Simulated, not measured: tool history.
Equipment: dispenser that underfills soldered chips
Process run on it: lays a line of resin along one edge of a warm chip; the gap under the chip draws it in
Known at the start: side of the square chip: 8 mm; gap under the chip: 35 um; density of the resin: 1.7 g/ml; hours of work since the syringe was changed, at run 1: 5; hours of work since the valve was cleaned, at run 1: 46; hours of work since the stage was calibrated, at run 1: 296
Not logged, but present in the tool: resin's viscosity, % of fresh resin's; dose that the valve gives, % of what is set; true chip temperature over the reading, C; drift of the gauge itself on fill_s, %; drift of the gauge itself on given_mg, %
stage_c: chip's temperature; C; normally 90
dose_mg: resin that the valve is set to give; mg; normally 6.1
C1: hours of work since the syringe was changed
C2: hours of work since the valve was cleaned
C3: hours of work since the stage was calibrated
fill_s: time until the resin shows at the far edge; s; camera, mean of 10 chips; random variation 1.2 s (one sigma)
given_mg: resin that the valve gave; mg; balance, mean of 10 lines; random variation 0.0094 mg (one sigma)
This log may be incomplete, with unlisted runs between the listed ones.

Run 1, day 0: usual settings; C1 5; C2 46; C3 296. Result: fill_s 170.5 s, given_mg 5.938 mg.
At day 0.258: dispensing valve cleaned and set on the balance.
At day 0.421: new syringe of resin.
Run 2, day 0.467: usual settings; C1 1; C2 3; C3 303. Result: fill_s 122 s, given_mg 6.072 mg.
Run 3, day 0.867: usual settings but stage_c 84 C; C1 8; C2 11; C3 310. Result: fill_s 276.1 s, given_mg 6.043 mg.
At day 0.95: stage's temperature calibrated.
At day 1.117: new syringe of resin.
Run 4, day 1.267: usual settings but stage_c 84 C; C1 3; C2 17; C3 5. Result: fill_s 182.9 s, given_mg 6.036 mg.
Run 5, day 1.654: usual settings but dose_mg 7.28 mg; C1 10; C2 24; C3 12. Result: fill_s 266.2 s, given_mg 7.163 mg.
At day 1.758: new syringe of resin.
Run 6, day 1.983: usual settings but dose_mg 7.28 mg; C1 4; C2 29; C3 18. Result: fill_s 166.5 s, given_mg 7.144 mg.
Run 7, day 2.317: usual settings but dose_mg 7.28 mg; C1 10; C2 35; C3 24. Result: fill_s 268.3 s, given_mg 7.106 mg.
At day 2.392: new syringe of resin.
Run 8, day 2.521: usual settings but dose_mg 7.44 mg; C1 2; C2 39; C3 27. Result: fill_s 142.9 s, given_mg 7.258 mg.
Run 9, day 2.833: usual settings but dose_mg 7.44 mg; C1 8; C2 44; C3 33. Result: fill_s 220.6 s, given_mg 7.22 mg.
At day 3.046: new syringe of resin.
Run 10, day 3.154: usual settings but dose_mg 7.44 mg; C1 2; C2 50; C3 38. Result: fill_s 133.5 s, given_mg 7.198 mg.
At day 3.238: dispensing valve cleaned and set on the balance.
Run 11, day 3.454: usual settings but dose_mg 7.44 mg; C1 7; C2 4; C3 43. Result: fill_s 198.7 s, given_mg 7.431 mg.
At day 3.738: new syringe of resin.
Run 12, day 3.788: usual settings but stage_c 78 C; C1 1; C2 10; C3 49. Result: fill_s 194.6 s, given_mg 6.066 mg.
Run 13, day 4.133: usual settings but stage_c 103 C; C1 7; C2 16; C3 55. Result: fill_s 139.1 s, given_mg 6.053 mg.
At day 4.383: new syringe of resin.
Run 14, day 4.467: usual settings but stage_c 103 C; C1 2; C2 21; C3 60. Result: fill_s 88.6 s, given_mg 6.02 mg.
Run 15, day 4.708: usual settings but stage_c 103 C; C1 6; C2 26; C3 65. Result: fill_s 125.4 s, given_mg 6.035 mg.
Run 16, day 4.892: usual settings but stage_c 103 C; C1 9; C2 29; C3 68. Result: fill_s 161.7 s, given_mg 6.002 mg.
At day 5.017: new syringe of resin.
Run 17, day 5.162: usual settings but stage_c 103 C; C1 3; C2 34; C3 73. Result: fill_s 94.3 s, given_mg 6.005 mg.
Run 18, day 5.538: usual settings but stage_c 100 C, dose_mg 7.81 mg; C1 9; C2 40; C3 79. Result: fill_s 176.4 s, given_mg 7.656 mg.
At day 5.675: new syringe of resin.
Run 19, day 5.862: usual settings but stage_c 86 C, dose_mg 5.87 mg; C1 3; C2 46; C3 85. Result: fill_s 182.7 s, given_mg 5.726 mg.
At day 6.138: dispensing valve cleaned and set on the balance.
Run 20, day 6.267: usual settings but stage_c 88 C, dose_mg 5.28 mg; C1 10; C2 2; C3 91. Result: fill_s 292.4 s, given_mg 5.274 mg.
At day 6.346: new syringe of resin.
Run 21, day 6.5: usual settings but stage_c 81 C, dose_mg 7.89 mg; C1 3; C2 6; C3 95. Result: fill_s 199.4 s, given_mg 7.872 mg.
Run 22, day 6.725: usual settings but stage_c 77 C, dose_mg 6.68 mg; C1 7; C2 10; C3 99. Result: fill_s 316.1 s, given_mg 6.644 mg.
At day 6.988: new syringe of resin.
Run 23, day 7.042: usual settings but dose_mg 6.61 mg; C1 1; C2 16; C3 105. Result: fill_s 130.3 s, given_mg 6.568 mg.
Run 24, day 7.338: usual settings but stage_c 100 C, dose_mg 6.71 mg; C1 6; C2 21; C3 110. Result: fill_s 141.8 s, given_mg 6.636 mg.
At day 7.633: new syringe of resin.
Run 25, day 7.683: usual settings but stage_c 76 C, dose_mg 6.6 mg; C1 1; C2 27; C3 116. Result: fill_s 205.2 s, given_mg 6.507 mg.
Run 26, day 7.983: usual settings but stage_c 76 C, dose_mg 6.6 mg; C1 6; C2 32; C3 121. Result: fill_s 316.4 s, given_mg 6.47 mg.
At day 8.275: new syringe of resin.
Run 27, day 8.404: usual settings but stage_c 76 C, dose_mg 6.6 mg; C1 2; C2 39; C3 128. Result: fill_s 232.6 s, given_mg 6.448 mg.
Run 28, day 8.708: usual settings but stage_c 100 C; C1 8; C2 45; C3 134. Result: fill_s 155.1 s, given_mg 5.967 mg.
At day 8.933: new syringe of resin.
At day 9.046: dispensing valve cleaned and set on the balance.
Run 29, day 9.092: usual settings but stage_c 100 C; C1 2; C2 1; C3 140. Result: fill_s 98.8 s, given_mg 6.112 mg.
Run 30, day 9.467: usual settings but stage_c 91 C, dose_mg 7.41 mg; C1 9; C2 7; C3 146. Result: fill_s 227.8 s, given_mg 7.408 mg.
At day 9.638: new syringe of resin.
Run 31, day 9.7: usual settings but stage_c 75 C, dose_mg 7.3 mg; C1 1; C2 11; C3 150. Result: fill_s 218.4 s, given_mg 7.249 mg.
Run 32, day 9.95: usual settings but stage_c 79 C, dose_mg 6.23 mg; C1 6; C2 16; C3 155. Result: fill_s 270 s, given_mg 6.178 mg.
Run 33, day 10.129: usual settings but stage_c 75 C, dose_mg 5.86 mg; C1 9; C2 19; C3 158. Result: fill_s 405.4 s, given_mg 5.787 mg.
At day 10.288: new syringe of resin.
Run 34, day 10.333: usual settings but stage_c 75 C, dose_mg 5.86 mg; C1 1; C2 22; C3 161. Result: fill_s 209.9 s, given_mg 5.779 mg.

Below, some changes in fill_s between adjacent runs. For each, the amount present without the hidden state too (settings, incoming material, random variation) and the amount remaining for the hidden state with gauge scatter not shared by both compared results:
Run 2 -> 3: stage_c 90 -> 84. fill_s +154.1 s: hidden state +122.7, all else +31.4.
Run 7 -> 8: dose_mg 7.28 -> 7.44, new syringe of resin. fill_s -125.4 s: hidden state -127.6, all else +2.2.
Run 20 -> 21: stage_c 88 -> 81, dose_mg 5.28 -> 7.89, new syringe of resin. fill_s -93 s: hidden state -125, all else +32.
Run 22 -> 23: stage_c 77 -> 90, dose_mg 6.68 -> 6.61, new syringe of resin. fill_s -185.8 s: hidden state -120.6, all else -65.2.
Run 33 -> 34: new syringe of resin. fill_s -195.5 s: hidden state -195.1, all else -0.4.
